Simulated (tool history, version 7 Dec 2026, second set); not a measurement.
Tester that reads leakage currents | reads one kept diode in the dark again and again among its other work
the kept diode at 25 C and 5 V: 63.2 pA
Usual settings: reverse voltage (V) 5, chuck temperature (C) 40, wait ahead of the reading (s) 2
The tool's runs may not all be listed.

run    hour  reverse voltage (V)  chuck temperature (C)  wait ahead of the reading (s)  current that the tester gives (pA)
  1       0                    5                     40                              2                              203.62
  2    40.1                    5                     40                              2                               203.5
  3   115.7                    5                     40                              2                              203.27
  4   157.1                    5                     40                              2                               202.7
  5   230.9                    5                     40                              2                              202.43
  6   268.8                    5                     51                              2                              458.69
  7   335.2                    5                     51                              2                              452.47
  8   389.1                    5                     51                              2                              452.32
      432.1  -- chuck's temperature calibrated
  9   432.6                    5                     51                              2                              504.16
 10   487.7                    5                     21                              2                               52.53
 11   523.3                    5                     21                              2                               52.64
 12   587.8                    5                     21                              2                               52.45
 13   621.8                 4.72                     40                              2                              217.29
 14   684.7                 4.72                     40                           4.44                              218.49
        691  -- probe card cleaned and baked
 15   722.2                 4.72                     40                           4.44                              223.05
 16   772.1                    5                     40                              2                              226.59
 17   832.5                    5                     40                              2                              226.04
      875.6  -- probe card cleaned and baked, once more
 18   898.5                 9.85                     58                              2                              994.95
 19   945.5                 9.85                     58                              2                              998.11
 20   995.9                 3.19                     32                           1.96                               96.18
 21  1064.8                 3.19                     32                           1.96                               95.36
 22  1145.8                 7.95                     40                              2                              244.37
 23  1201.3                 7.95                     40                              2                              244.17
 24  1268.3                 7.95                     40                              2                              242.27
 25    1325                 7.95                     29                              2                              100.27
 26  1383.9                 7.95                     23                           3.03                               60.66
 27  1460.5                 2.78                     22                           0.55                               38.77
 28  1537.5                11.97                     48                           1.12                              502.75
 29  1602.3                    5                     24                              2                                55.9
 30  1676.4                 1.19                     33                            3.3                               72.57
 31  1727.3                 1.19                     33                            3.3                               72.04

Measured less the same run without the tool's hidden state. The same run-to-run variation is in both; the gauge's scatter may not be:
The hidden state here: stray current of the dirty probe card, pA a volt; current scale over the true one, %; true chuck temperature over the reading, C; drift of the gauge itself on leakage_pa, %.
run  current that the tester gives (pA)
  1                               -10.1
  2                              -10.49
  3                              -11.19
  4                              -11.61
  5                              -12.39
  6                              -34.69
  7                              -35.83
  8                              -37.03
  9                              +13.84
 10                                +7.6
 11                               +7.58
 12                               +7.51
 13                               +7.54
 14                                +6.9
 15                              +11.35
 16                              +11.44
 17                              +10.83
 18                              -11.08
 19                              -13.68
 20                               -2.01
 21                               -2.35
 22                               -6.42
 23                               -7.05
 24                               -7.84
 25                               -3.03
 26                               -1.37
 27                               -1.55
 28                              -22.64
 29                               -2.18
 30                               -4.54
 31                               -4.73
